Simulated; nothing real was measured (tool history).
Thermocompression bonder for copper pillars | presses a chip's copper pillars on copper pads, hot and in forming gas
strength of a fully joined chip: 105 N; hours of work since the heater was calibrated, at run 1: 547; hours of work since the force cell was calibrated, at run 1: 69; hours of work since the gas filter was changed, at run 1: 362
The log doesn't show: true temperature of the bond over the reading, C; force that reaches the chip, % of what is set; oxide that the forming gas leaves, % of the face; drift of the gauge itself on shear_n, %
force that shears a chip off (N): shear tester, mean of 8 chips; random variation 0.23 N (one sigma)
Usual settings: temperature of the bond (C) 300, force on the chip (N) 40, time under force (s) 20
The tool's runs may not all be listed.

run   hour  temperature of the bond (C)  force on the chip (N)  time under force (s)  hours of work since the heater was calibrated  hours of work since the force cell was calibrated  hours of work since the gas filter was changed  force that shears a chip off (N)
  1    0.0                          300                     40                    20                                            547                                                 69                                             362                              55.7
  2    9.9                          300                     40                    20                                            553                                                 75                                             368                              55.8
  3   28.0                          300                     40                    20                                            564                                                 86                                             379                              55.9
  4   42.6                          300                     40                    20                                            573                                                 95                                             388                              55.9
  5   52.5                          300                     40                    27                                            579                                                101                                             394                              61.5
  6   67.4                          300                     40                    27                                            588                                                110                                             403                              61.5
  7   84.4                          300                     55                    20                                            598                                                120                                             413                              73.4
      90.3  -- forming gas filter changed
  8   94.3                          300                     55                    16                                            604                                                126                                               2                              70.6
  9  102.7                          300                     55                    16                                            609                                                131                                               8                              70.6
 10  111.6                          300                     40                    20                                            614                                                136                                              13                              56.9
 11  128.5                          300                     40                    20                                            624                                                147                                              23                              57.5
 12  144.2                          300                     40                    20                                            634                                                156                                              33                              56.9
 13  155.0                          300                     40                    20                                            640                                                163                                              39                              56.9
 14  167.1                          288                     40                    20                                            648                                                170                                              47                              51.1
 15  183.2                          288                     40                    20                                            658                                                180                                              56                              50.9
 16  201.8                          319                     40                    20                                            669                                                191                                              68                              65.8
 17  215.6                          319                     40                    20                                            677                                                200                                              76                              65.9
 18  225.5                          319                     40                    20                                            683                                                206                                              82                              65.8
 19  234.0                          274                     35                    11                                            688                                                211                                              87                              29.6
 20  243.3                          300                     40                    26                                            694                                                216                                              93                              61.6
 21  260.7                          296                     40                    19                                            705                                                227                                             103                              53.6
 22  270.4                          296                     40                    19                                            710                                                233                                             109                              53.2
 23  278.7                          300                     30                    22                                            715                                                238                                             114                              43.0
 24  294.2                          300                     30                    22                                            725                                                247                                             124                              43.3
 25  312.7                          272                     40                    17                                            736                                                258                                             135                              40.1
 26  324.7                          313                     31                    20                                            743                                                266                                             142                              48.7
 27  332.4                          313                     31                    20                                            748                                                270                                             147                              48.7
 28  348.4                          296                     40                    20                                            758                                                280                                             156                              54.2
 29  365.0                          308                     30                    58                                            768                                                290                                             167                              64.2
 30  382.2                          299                     30                    35                                            778                                                301                                             177                              50.3
 31  392.0                          299                     30                    36                                            784                                                307                                             183                              51.0
 32  399.8                          300                     24                    36                                            789                                                311                                             188                              40.1
 33  412.9                          311                     40                    52                                            797                                                319                                             196                              78.8
 34  428.5                          317                     46                    40                                            806                                                329                                             205                              84.0
 35  444.1                          293                     27                    57                                            816                                                338                                             215                              50.2

Forecast each of these 3 alternatives for the next run:
  A  460.5                          324                     50                    20                                            826                                                348                                             224                                 ?
  B  460.5                          293                     34                    13                                            826                                                348                                             224                                 ?
  C  460.5                          293                     57                    57                                            826                                                348                                             224                                 ?

run  force that shears a chip off (N)
  A                              79.0
  B                              37.5
  C                              88.7
Without the tool's hidden state the same runs would have given:
run  force that shears a chip off (N)
  A                              82.4
  B                              40.3
  C                              92.0

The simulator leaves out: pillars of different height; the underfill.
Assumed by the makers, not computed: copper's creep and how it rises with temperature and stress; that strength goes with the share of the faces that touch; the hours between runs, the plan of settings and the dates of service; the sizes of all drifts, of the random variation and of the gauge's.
